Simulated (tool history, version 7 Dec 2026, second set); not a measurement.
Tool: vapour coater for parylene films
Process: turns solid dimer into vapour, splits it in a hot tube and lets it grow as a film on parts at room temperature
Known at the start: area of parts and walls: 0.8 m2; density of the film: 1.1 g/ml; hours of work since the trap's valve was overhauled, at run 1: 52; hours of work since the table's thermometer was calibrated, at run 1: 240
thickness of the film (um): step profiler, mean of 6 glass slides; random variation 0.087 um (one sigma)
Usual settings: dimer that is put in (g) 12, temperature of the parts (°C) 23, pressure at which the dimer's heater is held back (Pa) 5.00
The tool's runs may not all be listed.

run	hour	dimer that is put in (g)	temperature of the parts (°C)	pressure at which the dimer's heater is held back (Pa)	hours of work since the trap's valve was overhauled	hours of work since the table's thermometer was calibrated	thickness of the film (um)
1	0.0	12	23	5.00	52	240	10.21
2	13.4	12	23	5.00	63	251	10.33
3	25.6	12	23	5.00	72	260	10.17
4	43.8	12	20	5.00	86	274	10.86
5	54.0	12	29	5.00	94	282	8.53
6	70.6	12	35	5.00	107	295	7.08
7	89.3	12	35	5.00	121	309	7.06
8	100.0	12	35	5.00	129	317	7.03
9	118.9	12	35	5.00	144	332	7.11
10	137.2	12	35	5.00	158	346	6.96
11	153.6	12	35	5.00	170	359	6.96
12	169.9	12	23	5.44	183	371	9.51
13	178.6	12	23	5.44	190	378	9.51
14	190.5	12	23	5.00	199	387	9.64
15	200.6	12	23	5.00	207	395	9.59
16	211.7	12	23	5.00	215	403	9.57
17	220.7	11	23	5.00	222	410	8.70
18	238.4	12	23	5.00	236	424	9.41
19	251.0	12	23	3.09	245	434	10.30
20	262.6	12	23	3.09	254	443	10.27
# hour 267.7: trap's valve overhauled
21	275.3	12	23	3.09	6	449	9.33
22	292.4	12	23	5.00	19	462	8.44
23	308.4	12	23	5.00	31	475	8.32
24	325.9	12	23	5.00	45	488	8.29
# hour 338.9: trap's valve overhauled, once more
25	339.6	5	33	2.99	1	496	3.61
26	357.3	6	28	5.00	14	509	4.48
27	365.6	6	26	7.88	21	516	4.42
28	376.1	11	19	3.31	29	524	11.59
29	386.1	12	23	4.37	36	531	10.72
30	401.2	12	23	4.37	48	543	10.71
31	417.4	12	23	4.37	60	555	10.52
32	432.4	12	23	4.37	72	567	10.60
33	442.2	12	23	6.18	79	575	9.83
34	457.7	12	23	6.18	91	587	9.70
35	470.0	12	23	6.18	101	596	9.89
36	480.6	8	23	8.13	109	604	6.15
37	494.6	7	23	4.70	120	615	5.98
38	511.8	11	22	5.00	133	628	9.34
39	530.3	11	22	5.00	147	642	9.35
40	543.1	7	19	5.00	157	652	6.42
41	562.0	6	23	7.24	172	667	4.52
42	581.1	12	30	2.81	186	681	8.91
43	589.9	12	21	2.77	193	688	11.47
44	605.9	12	21	2.77	206	701	11.38
45	624.9	12	21	2.77	220	715	11.34
46	639.7	12	21	2.77	231	727	11.40
47	649.7	12	21	2.77	239	734	11.33

The same runs without the tool's hidden state, with the same run-to-run variation:
The hidden state here: vapour lost through the trap's worn valve, %; true temperature of the parts over the reading, C; drift of the gauge itself on film_um, %.
run	thickness of the film (um)
1	10.42
2	10.59
3	10.47
4	11.24
5	8.86
6	7.41
7	7.44
8	7.44
9	7.58
10	7.47
11	7.52
12	10.34
13	10.37
14	10.56
15	10.54
16	10.57
17	9.65
18	10.51
19	11.57
20	11.58
21	11.54
22	10.51
23	10.45
24	10.50
25	3.58
26	4.47
27	4.42
28	11.65
29	10.81
30	10.85
31	10.73
32	10.88
33	10.11
34	10.04
35	10.29
36	6.42
37	6.29
38	9.87
39	9.94
40	6.86
41	4.87
42	9.66
43	12.48
44	12.46
45	12.51
46	12.66
47	12.63

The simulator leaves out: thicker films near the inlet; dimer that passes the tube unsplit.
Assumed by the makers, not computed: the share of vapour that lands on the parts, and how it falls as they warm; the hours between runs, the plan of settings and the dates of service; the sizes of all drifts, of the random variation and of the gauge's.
